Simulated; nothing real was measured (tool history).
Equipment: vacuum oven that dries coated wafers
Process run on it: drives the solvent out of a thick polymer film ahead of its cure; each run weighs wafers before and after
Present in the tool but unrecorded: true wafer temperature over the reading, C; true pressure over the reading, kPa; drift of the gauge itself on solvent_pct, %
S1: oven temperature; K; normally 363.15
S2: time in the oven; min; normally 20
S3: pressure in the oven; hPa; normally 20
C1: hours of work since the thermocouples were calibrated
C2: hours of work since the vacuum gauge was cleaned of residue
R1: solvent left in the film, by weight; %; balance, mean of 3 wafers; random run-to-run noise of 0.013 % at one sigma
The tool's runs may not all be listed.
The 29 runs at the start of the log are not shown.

Run 30, hour 2453: usual settings but S1 376.15 K, S2 11 min, S3 77.3 hPa; C1 137; C2 2009. Result: R1 7.23 %.
Run 31, hour 2567.3: usual settings but S1 376.15 K, S2 11 min, S3 77.3 hPa; C1 208; C2 2079. Result: R1 7.19 %.
Run 32, hour 2669.8: usual settings but S1 376.15 K, S2 11 min, S3 77.3 hPa; C1 271; C2 2143. Result: R1 7.19 %.
Run 33, hour 2762.8: usual settings but S1 371.15 K; C1 329; C2 2201. Result: R1 2.5 %.
Run 34, hour 2829.8: usual settings but S1 355.15 K, S2 23 min, S3 73.6 hPa; C1 370; C2 2242. Result: R1 14.4 %.
Run 35, hour 2903: usual settings but S1 367.15 K, S2 34 min; C1 416; C2 2287. Result: R1 2.7 %.
Run 36, hour 2992.5: usual settings but S1 367.15 K, S2 34 min; C1 471; C2 2343. Result: R1 2.73 %.
Run 37, hour 3104.3: usual settings but S1 376.15 K, S2 17 min, S3 71.4 hPa; C1 540; C2 2412. Result: R1 6.33 %.
Run 38, hour 3221.5: usual settings but S1 350.15 K, S2 17 min, S3 71.4 hPa; C1 613; C2 2485. Result: R1 16.39 %.
Run 39, hour 3301.7: usual settings but S1 350.15 K, S2 17 min, S3 71.4 hPa; C1 663; C2 2534. Result: R1 16.5 %.
Run 40, hour 3360.2: usual settings but S1 350.15 K, S2 17 min, S3 71.4 hPa; C1 699; C2 2571. Result: R1 16.44 %.
Run 41, hour 3446.6: usual settings but S1 370.15 K, S3 46.9 hPa; C1 752; C2 2624. Result: R1 5.34 %.
Run 42, hour 3535.7: usual settings but S1 368.15 K, S2 14 min, S3 36.4 hPa; C1 808; C2 2679. Result: R1 5.26 %.
Run 43, hour 3589.1: usual settings but S1 368.15 K, S2 14 min, S3 36.4 hPa; C1 841; C2 2712. Result: R1 5.26 %.
Run 44, hour 3661.9: usual settings but S1 370.15 K, S2 23 min, S3 36.4 hPa; C1 886; C2 2757. Result: R1 4.16 %.
Run 45, hour 3776.7: usual settings but S1 359.15 K, S2 15 min, S3 69.8 hPa; C1 957; C2 2828. Result: R1 12.2 %.
Run 46, hour 3889.7: usual settings but S1 359.15 K, S2 15 min, S3 69.8 hPa; C1 1027; C2 2898. Result: R1 12.22 %.
Run 47, hour 3987.1: usual settings but S1 359.15 K, S2 18 min, S3 17.9 hPa; C1 1087; C2 2959. Result: R1 5.02 %.
Run 48, hour 4054.7: usual settings but S1 354.15 K, S2 27 min; C1 1129; C2 3001. Result: R1 5.73 %.

Alternative continuations, all from the tool just after run 48; predict every row:
Run A, hour 4158.1: usual settings but S1 377.15 K, S2 25 min, S3 55.4 hPa; C1 1193; C2 3065. Result: R1 ?.
Run B, hour 4158.1: usual settings but S1 362.15 K; C1 1193; C2 3065. Result: R1 ?.
Run C, hour 4158.1: usual settings but S2 18 min; C1 1193; C2 3065. Result: R1 ?.

run    R1
  A  4.67
  B  4.16
  C  4.14
What these runs would have given with no unlogged condition in the tool:
run    R1
  A  4.57
  B  3.99
  C     4

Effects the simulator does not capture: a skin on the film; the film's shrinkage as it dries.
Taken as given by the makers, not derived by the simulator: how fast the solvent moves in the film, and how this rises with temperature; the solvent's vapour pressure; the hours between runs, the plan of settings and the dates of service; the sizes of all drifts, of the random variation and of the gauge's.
